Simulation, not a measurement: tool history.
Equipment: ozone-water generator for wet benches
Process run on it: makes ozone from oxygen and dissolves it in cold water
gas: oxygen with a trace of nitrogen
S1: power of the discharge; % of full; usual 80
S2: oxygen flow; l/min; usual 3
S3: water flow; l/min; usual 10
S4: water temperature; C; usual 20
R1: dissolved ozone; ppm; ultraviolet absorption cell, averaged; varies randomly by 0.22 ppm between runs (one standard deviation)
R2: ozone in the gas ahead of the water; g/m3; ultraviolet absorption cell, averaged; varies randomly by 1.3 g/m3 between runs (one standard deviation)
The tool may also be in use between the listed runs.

| run | hour | S1 | S2 | S3 | S4 | R1 | R2 |
|---|---|---|---|---|---|---|---|
| 1 | 0 | 80 | 3 | 10 | 20 | 32 | 248.8 |
| 2 | 59.6 | 80 | 3 | 10 | 20 | 32.1 | 249.8 |
| 3 | 140.7 | 80 | 4.54 | 10 | 20 | 33.8 | 216.2 |
| 4 | 192.2 | 80 | 4.54 | 7 | 20 | 40.6 | 216.5 |
| 5 | 237.7 | 80 | 4.54 | 7 | 20 | 40.2 | 215.4 |
| 6 | 294.3 | 80 | 3 | 10 | 20 | 32 | 247.7 |
| 7 | 379.8 | 80 | 3 | 10 | 20 | 32 | 246.8 |
| 8 | 460.2 | 80 | 3 | 10 | 20 | 32.2 | 247.3 |
| 9 | 505.1 | 80 | 3 | 10 | 20 | 32.1 | 244.8 |
| 10 | 563.4 | 80 | 3 | 10 | 15 | 34.2 | 246.2 |
| 11 | 641.6 | 80 | 3 | 10 | 15 | 34.2 | 247.1 |
| 12 | 709.5 | 80 | 3 | 10 | 15 | 34.5 | 246.2 |
| 13 | 788.9 | 71 | 1.71 | 12 | 19 | 22.3 | 273.3 |
| 14 | 852.9 | 44 | 1.71 | 15 | 19 | 13.2 | 200.7 |
| 15 | 905.8 | 44 | 1.71 | 15 | 19 | 13.3 | 201.1 |
| 16 | 973.7 | 44 | 1.71 | 15 | 19 | 13.4 | 199.7 |
| 17 | 1028.8 | 80 | 3.98 | 10 | 12 | 38.3 | 220.8 |
| 18 | 1110.7 | 53 | 1.83 | 10 | 13 | 23.9 | 220 |
| 19 | 1185.6 | 80 | 3 | 7 | 20 | 39.6 | 244.2 |
| 20 | 1245.3 | 51 | 3 | 10 | 20 | 23.9 | 184.7 |
| 21 | 1317.4 | 54 | 1.71 | 10 | 28 | 19.8 | 230.4 |
|  | 1338.1 | gauge calibrated |
| 22 | 1371 | 71 | 2 | 11 | 28 | 22.6 | 262.8 |
| 23 | 1415.1 | 80 | 2.99 | 8 | 20 | 37.4 | 251 |

Below are 3 alternative next runs, each starting from the tool's condition after run 23. Predict each:
| A | 1483.1 | 99 | 4.56 | 10 | 13 | ? | ? |
| B | 1483.1 | 52 | 3 | 10 | 20 | ? | ? |
| C | 1483.1 | 80 | 3 | 12 | 20 | ? | ? |

| run | R1 | R2 |
|---|---|---|
| A | 43.6 | 247.6 |
| B | 24.2 | 189.9 |
| C | 28 | 250.3 |
The same runs, with their run-to-run variation unchanged, on a tool lacking any hidden condition would have given:
| run | R1 | R2 |
|---|---|---|
| A | 43.7 | 248.6 |
| B | 24.3 | 190.6 |
| C | 28.1 | 251.3 |
